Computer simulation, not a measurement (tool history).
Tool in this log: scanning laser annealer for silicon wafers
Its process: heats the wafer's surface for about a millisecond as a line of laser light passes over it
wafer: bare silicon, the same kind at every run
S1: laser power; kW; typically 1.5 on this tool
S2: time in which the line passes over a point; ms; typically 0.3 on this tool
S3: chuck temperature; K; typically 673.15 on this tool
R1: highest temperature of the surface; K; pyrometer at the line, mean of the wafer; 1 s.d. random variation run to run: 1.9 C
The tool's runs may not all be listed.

run,day,S1,S2,S3,R1
1,0,1.5,0.3,673.15,1448.15
2,0.425,1.5,0.3,673.15,1447.15
3,0.808,1.5,0.3,692.15,1466.15
4,1.058,1.5,0.3,692.15,1465.15
5,1.438,1.5,0.3,676.15,1449.15
6,1.738,1.5,0.3,676.15,1450.15
7,2.067,1.5,0.3,673.15,1447.15
8,2.388,1.5,0.374,673.15,1521.15
9,2.629,1.5,0.374,673.15,1521.15
10,3.004,1.5,0.374,673.15,1523.15
11,3.3,1.5,0.374,673.15,1519.15
12,3.621,1.5,0.3,673.15,1443.15
13,4.108,1.5,0.3,644.15,1414.15
14,4.558,1.5,0.3,644.15,1413.15
15,4.821,1.5,0.3,673.15,1439.15
16,5.046,1.5,0.3,673.15,1442.15
17,5.504,1.5,0.222,645.15,1319.15
18,5.875,1.5,0.331,645.15,1445.15
19,6.325,1.543,0.283,706.15,1475.15
20,6.808,1.5,0.358,640.15,1465.15
21,7.296,1.415,0.254,646.15,1313.15
22,7.783,1.413,0.251,646.15,1312.15
23,8.075,1.413,0.251,646.15,1315.15
24,8.571,1.413,0.251,646.15,1308.15
25,9.146,1.275,0.33,705.15,1398.15
26,9.517,1.275,0.363,705.15,1426.15
27,9.95,1.5,0.238,673.15,1386.15
28,10.267,1.376,0.3,641.15,1360.15
29,10.492,1.376,0.3,641.15,1361.15
30,10.8,1.376,0.377,644.15,1438.15

Missing from the log above: 1 entry noted between runs. For each, name the pair of listed runs it sits between and say how the tool's hidden condition differs from the listed run just before to the listed run just after:
Run 24 -> run 25: window over the wafer cleaned (day 9.125)
  light that passes the window, % of a clean one's: 96.6 -> 99.78; laser's true power over the reading, %: 0 -> 0.01; width of the line over the set one, %: 3.47 -> 3.51
  what was measured, less what the result would be without the hidden state, R1: -41 -> -17 K
